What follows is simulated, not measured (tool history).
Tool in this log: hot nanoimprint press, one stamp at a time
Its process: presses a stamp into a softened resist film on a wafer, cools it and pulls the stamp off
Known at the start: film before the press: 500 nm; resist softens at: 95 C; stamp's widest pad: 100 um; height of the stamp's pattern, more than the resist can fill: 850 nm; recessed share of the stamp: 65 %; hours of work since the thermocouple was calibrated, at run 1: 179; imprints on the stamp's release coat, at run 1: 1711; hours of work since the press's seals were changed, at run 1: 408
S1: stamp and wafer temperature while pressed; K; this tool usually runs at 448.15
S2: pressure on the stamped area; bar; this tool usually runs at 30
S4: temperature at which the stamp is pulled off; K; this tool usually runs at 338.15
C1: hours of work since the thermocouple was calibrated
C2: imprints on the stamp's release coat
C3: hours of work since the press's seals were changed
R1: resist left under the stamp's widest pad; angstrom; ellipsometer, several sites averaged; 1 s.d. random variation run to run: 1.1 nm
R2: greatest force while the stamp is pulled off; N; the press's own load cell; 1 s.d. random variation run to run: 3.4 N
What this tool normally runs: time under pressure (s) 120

Run 1, hour 0: usual settings; C1 179; C2 1711; C3 408. Result: R1 2799 angstrom, R2 164 N.
Run 2, hour 10.4: usual settings; C1 187; C2 1757; C3 416. Result: R1 2796 angstrom, R2 164 N.
Run 3, hour 28.9: usual settings; C1 202; C2 1839; C3 430. Result: R1 2807 angstrom, R2 170 N.
Run 4, hour 40.7: usual settings but S2 35.2 bar; C1 211; C2 1891; C3 440. Result: R1 2644 angstrom, R2 162 N.
Run 5, hour 53.2: usual settings but S2 35.2 bar; C1 221; C2 1947; C3 450. Result: R1 2638 angstrom, R2 166 N.
Run 6, hour 63.8: usual settings but S1 442.15 K; C1 229; C2 1994; C3 458. Result: R1 3265 angstrom, R2 159 N.
Run 7, hour 82.5: usual settings but time under pressure (s) 222; C1 244; C2 2077; C3 473. Result: R1 2268 angstrom, R2 164 N.
Run 8, hour 102.1: usual settings but time under pressure (s) 222; C1 260; C2 2164; C3 488. Result: R1 2287 angstrom, R2 163 N.
Run 9, hour 119.6: usual settings but S2 30.6 bar; C1 274; C2 2241; C3 502. Result: R1 2794 angstrom, R2 167 N.
Run 10, hour 137.1: usual settings but S2 30.5 bar, time under pressure (s) 198, S4 332.15 K; C1 288; C2 2319; C3 516. Result: R1 2349 angstrom, R2 171 N.
Run 11, hour 152: usual settings but S1 456.15 K, time under pressure (s) 210, S4 340.15 K; C1 299; C2 2385; C3 528. Result: R1 1854 angstrom, R2 159 N.
At hour 168.5: stamp cleaned and given a new release coat.
Run 12, hour 176.5: usual settings but S1 454.15 K, time under pressure (s) 173, S4 339.15 K; C1 314; C2 36; C3 543. Result: R1 2115 angstrom, R2 162 N.

What will run 13 give?
Run 13, hour 195.6: usual settings but S2 37.8 bar, S4 333.15 K; C1 329; C2 120; C3 558. Result: R1 ?, R2 ?.

Run 13 came out at R1 2589 angstrom, R2 171 N.
Were there no unlogged condition in the tool, this run, its random variation unchanged, would have produced R1 2562 angstrom, R2 171 N.

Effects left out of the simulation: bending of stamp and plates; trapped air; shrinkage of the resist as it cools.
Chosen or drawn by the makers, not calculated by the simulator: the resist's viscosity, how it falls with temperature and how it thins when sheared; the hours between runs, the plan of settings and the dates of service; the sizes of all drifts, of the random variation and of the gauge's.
